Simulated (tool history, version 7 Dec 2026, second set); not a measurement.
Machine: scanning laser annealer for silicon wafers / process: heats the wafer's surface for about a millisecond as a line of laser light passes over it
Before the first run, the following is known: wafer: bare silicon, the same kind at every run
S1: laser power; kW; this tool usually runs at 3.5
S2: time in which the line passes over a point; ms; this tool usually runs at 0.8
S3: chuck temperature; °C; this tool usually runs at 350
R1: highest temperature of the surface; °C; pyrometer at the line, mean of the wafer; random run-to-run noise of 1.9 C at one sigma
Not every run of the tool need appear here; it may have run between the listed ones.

| run | hour | S1 | S2 | S3 | R1 |
|---|---|---|---|---|---|
| 1 | 0 | 3.5 | 0.8 | 350 | 1073 |
| 2 | 22.5 | 3.5 | 0.8 | 350 | 1069 |
| 3 | 44.8 | 3.5 | 0.8 | 371 | 1093 |
| 4 | 86.7 | 3.5 | 0.8 | 350 | 1071 |
| 5 | 118.5 | 3.5 | 0.8 | 350 | 1066 |
| 6 | 148.4 | 3.5 | 0.8 | 350 | 1066 |
| 7 | 188.8 | 3.5 | 0.8 | 350 | 1064 |
| 8 | 228.9 | 3.5 | 0.8 | 350 | 1066 |
| 9 | 275.2 | 3.5 | 0.8 | 350 | 1061 |
| 10 | 300.8 | 3.5 | 0.8 | 350 | 1059 |
| 11 | 334.7 | 3.5 | 0.8 | 350 | 1060 |
| 12 | 386.2 | 3.776 | 0.8 | 350 | 1111 |
| 13 | 434.3 | 3.5 | 0.911 | 350 | 1098 |
| 14 | 478.9 | 3.5 | 0.911 | 350 | 1094 |
|  | 510.4 | window over the wafer cleaned |
| 15 | 510.4 | 3.5 | 0.911 | 380 | 1160 |
| 16 | 547.6 | 3.5 | 0.911 | 317 | 1096 |
| 17 | 581.3 | 3.5 | 0.911 | 317 | 1099 |
| 18 | 606.4 | 3.78 | 0.64 | 317 | 1031 |
| 19 | 651.9 | 3.78 | 0.64 | 317 | 1031 |
| 20 | 696.8 | 3.78 | 0.681 | 317 | 1051 |
| 21 | 725.4 | 3.148 | 0.87 | 317 | 999 |
| 22 | 758.4 | 3.148 | 0.87 | 317 | 995 |

Consider 3 possible next runs. They are alternatives, not a sequence: every one starts from the tool as it was left by run 22. What does each give?
| A | 813.2 | 3.789 | 0.768 | 348 | ? |
| B | 813.2 | 3.68 | 0.87 | 317 | ? |
| C | 813.2 | 3.469 | 0.8 | 350 | ? |

| run | R1 |
|---|---|
| A | 1114 |
| B | 1102 |
| C | 1070 |
With no hidden state in the tool, these same runs would have given:
| run | R1 |
|---|---|
| A | 1135 |
| B | 1124 |
| C | 1090 |

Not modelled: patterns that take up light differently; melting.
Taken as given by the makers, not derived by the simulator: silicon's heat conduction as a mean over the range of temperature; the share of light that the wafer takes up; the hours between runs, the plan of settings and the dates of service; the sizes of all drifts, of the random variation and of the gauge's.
